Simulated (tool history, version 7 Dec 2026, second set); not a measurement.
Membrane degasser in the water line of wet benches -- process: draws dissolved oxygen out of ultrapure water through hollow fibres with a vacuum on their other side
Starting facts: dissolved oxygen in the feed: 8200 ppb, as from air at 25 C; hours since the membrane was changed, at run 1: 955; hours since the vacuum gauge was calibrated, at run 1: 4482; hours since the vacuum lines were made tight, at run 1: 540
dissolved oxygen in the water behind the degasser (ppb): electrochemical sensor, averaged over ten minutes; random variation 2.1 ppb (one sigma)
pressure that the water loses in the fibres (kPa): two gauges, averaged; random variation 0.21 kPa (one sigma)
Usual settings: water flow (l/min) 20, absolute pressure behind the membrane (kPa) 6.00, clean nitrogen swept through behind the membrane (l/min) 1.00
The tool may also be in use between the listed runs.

run,hour,water flow (l/min),absolute pressure behind the membrane (kPa),clean nitrogen swept through behind the membrane (l/min),hours since the membrane was changed,hours since the vacuum gauge was calibrated,hours since the vacuum lines were made tight,dissolved oxygen in the water behind the degasser (ppb),pressure that the water loses in the fibres (kPa)
1,0.0,20,6.00,1.00,955,4482,540,208.1,50.92
2,155.0,20,6.00,1.00,1110,4637,695,202.7,50.83
3,347.1,20,6.00,1.00,1302,4829,887,207.8,50.85
# hour 505.8: vacuum gauge calibrated
4,510.0,20,6.00,1.00,1465,4,1050,206.7,50.96
5,686.8,20,6.00,1.00,1642,181,1227,203.3,51.05
6,804.5,20,6.00,1.00,1759,299,1344,206.5,50.95
7,939.7,16,6.00,1.00,1895,434,1480,134.5,40.61
8,1098.1,16,6.00,1.00,2053,592,1638,133.4,41.01
9,1275.4,20,6.00,1.00,2230,770,1815,203.1,51.14
10,1433.8,20,6.00,1.00,2389,928,1974,200.6,50.66
11,1577.4,20,6.00,0.40,2532,1072,2117,336.7,51.22
12,1812.2,20,6.00,0.40,2767,1306,2352,344.9,50.82
13,2064.6,20,6.00,0.40,3019,1559,2604,342.1,50.81
14,2195.7,20,6.00,0.40,3151,1690,2736,346.1,51.06
15,2386.7,20,6.00,1.00,3342,1881,2927,204.3,50.71
16,2584.9,20,6.00,1.00,3540,2079,3125,206.4,51.10
17,2716.1,16,6.00,1.71,3671,2210,3256,94.8,40.80
18,2902.0,17,7.55,1.66,3857,2396,3442,148.2,43.28
19,3013.0,28,12.74,0.45,3968,2507,3553,1178.3,71.38
20,3137.2,28,12.74,0.45,4092,2631,3677,1169.5,71.37
21,3292.6,23,12.74,1.70,4247,2787,3832,416.4,59.05
22,3471.5,23,12.74,1.70,4426,2966,4011,410.5,58.43
23,3676.2,18,7.61,2.34,4631,3170,4216,135.8,46.02
24,3854.7,18,7.61,2.34,4810,3349,4395,133.5,45.89
25,4000.6,27,12.84,0.89,4955,3495,4540,786.4,68.46
26,4106.0,18,6.37,0.88,5061,3600,4646,197.5,45.85
27,4341.3,20,6.00,1.55,5296,3836,4881,166.5,51.24
28,4483.3,13,3.68,0.65,5438,3978,5023,33.2,33.04
29,4686.3,13,11.61,0.88,5641,4181,5226,292.8,33.27
30,4931.8,31,8.21,1.39,5887,4426,5472,553.9,79.04
31,5086.7,29,6.78,1.00,6042,4581,5627,477.7,73.79
32,5254.3,29,6.78,1.00,6209,4749,5794,477.8,74.00

Predict each of these 4 candidate next runs independently; none follows another, all start after run 32:
A,5393.7,28,6.78,1.00,6349,4888,5934,?,?
B,5393.7,15,6.00,1.00,6349,4888,5934,?,?
C,5393.7,13,8.67,2.00,6349,4888,5934,?,?
D,5393.7,20,6.00,1.14,6349,4888,5934,?,?

run,dissolved oxygen in the water behind the degasser (ppb),pressure that the water loses in the fibres (kPa)
A,446.8,71.32
B,120.6,38.02
C,97.8,33.13
D,192.6,50.94
With the hidden condition removed and each run's random variation left untouched, the same runs would have given:
run,dissolved oxygen in the water behind the degasser (ppb),pressure that the water loses in the fibres (kPa)
A,446.4,71.30
B,120.4,38.01
C,97.7,33.12
D,192.4,50.93
